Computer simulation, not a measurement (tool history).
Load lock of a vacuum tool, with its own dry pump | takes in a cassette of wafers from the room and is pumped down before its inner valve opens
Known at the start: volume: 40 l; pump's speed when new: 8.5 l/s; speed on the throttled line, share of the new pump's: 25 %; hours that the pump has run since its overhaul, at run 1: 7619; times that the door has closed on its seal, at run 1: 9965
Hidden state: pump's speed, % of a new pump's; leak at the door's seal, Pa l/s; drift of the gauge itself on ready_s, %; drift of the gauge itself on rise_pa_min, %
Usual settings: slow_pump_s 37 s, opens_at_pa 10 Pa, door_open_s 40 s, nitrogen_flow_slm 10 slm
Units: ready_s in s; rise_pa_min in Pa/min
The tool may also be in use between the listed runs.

| run | hour | slow_pump_s | opens_at_pa | door_open_s | nitrogen_flow_slm | hours that the pump has run since its overhaul | times that the door has closed on its seal | incoming humidity of the room's air, % | ready_s | rise_pa_min |
|---|---|---|---|---|---|---|---|---|---|---|
| 1 | 0 | 37 | 10 | 40 | 10 | 7619 | 9965 | 46.9 | 75.3 | 0.082 |
| 2 | 94.5 | 37 | 10 | 40 | 10 | 7714 | 10187 | 47.5 | 76.4 | 0.085 |
| 3 | 209.1 | 37 | 10 | 40 | 10 | 7828 | 10456 | 44.1 | 74.7 | 0.084 |
| 4 | 309.5 | 37 | 10 | 40 | 10 | 7928 | 10692 | 45.7 | 74.9 | 0.081 |
| 5 | 356.7 | 37 | 10 | 40 | 10 | 7976 | 10803 | 44.6 | 74.9 | 0.087 |
| 6 | 437.9 | 37 | 10 | 40 | 10 | 8057 | 10993 | 45.3 | 74.9 | 0.091 |
| 7 | 507.7 | 30 | 11 | 64 | 30 | 8127 | 11157 | 46.5 | 69.4 | 0.08 |
| 8 | 594.9 | 50 | 11 | 64 | 25 | 8214 | 11362 | 46.1 | 85.2 | 0.081 |
| 9 | 670.8 | 35 | 11 | 107 | 4 | 8290 | 11540 | 47 | 73.1 | 0.128 |
| 10 | 762.2 | 36 | 10 | 27 | 10 | 8381 | 11754 | 43.4 | 75.5 | 0.09 |
| 11 | 865.6 | 36 | 10 | 123 | 10 | 8485 | 11997 | 44.6 | 74.8 | 0.12 |
| 12 | 934.3 | 36 | 10 | 123 | 10 | 8553 | 12158 | 40.5 | 75.6 | 0.116 |

Some steps in ready_s between neighbouring runs. How much of each would the tool show without its hidden state too (settings, what came in, random variation), and how much is left for the hidden state, with any gauge scatter that isn't in both results?
Run 7 -> 8: slow_pump_s 30 -> 50, nitrogen_flow_slm 30 -> 25. ready_s +15.8 s: hidden state -0.5, all else +16.3.
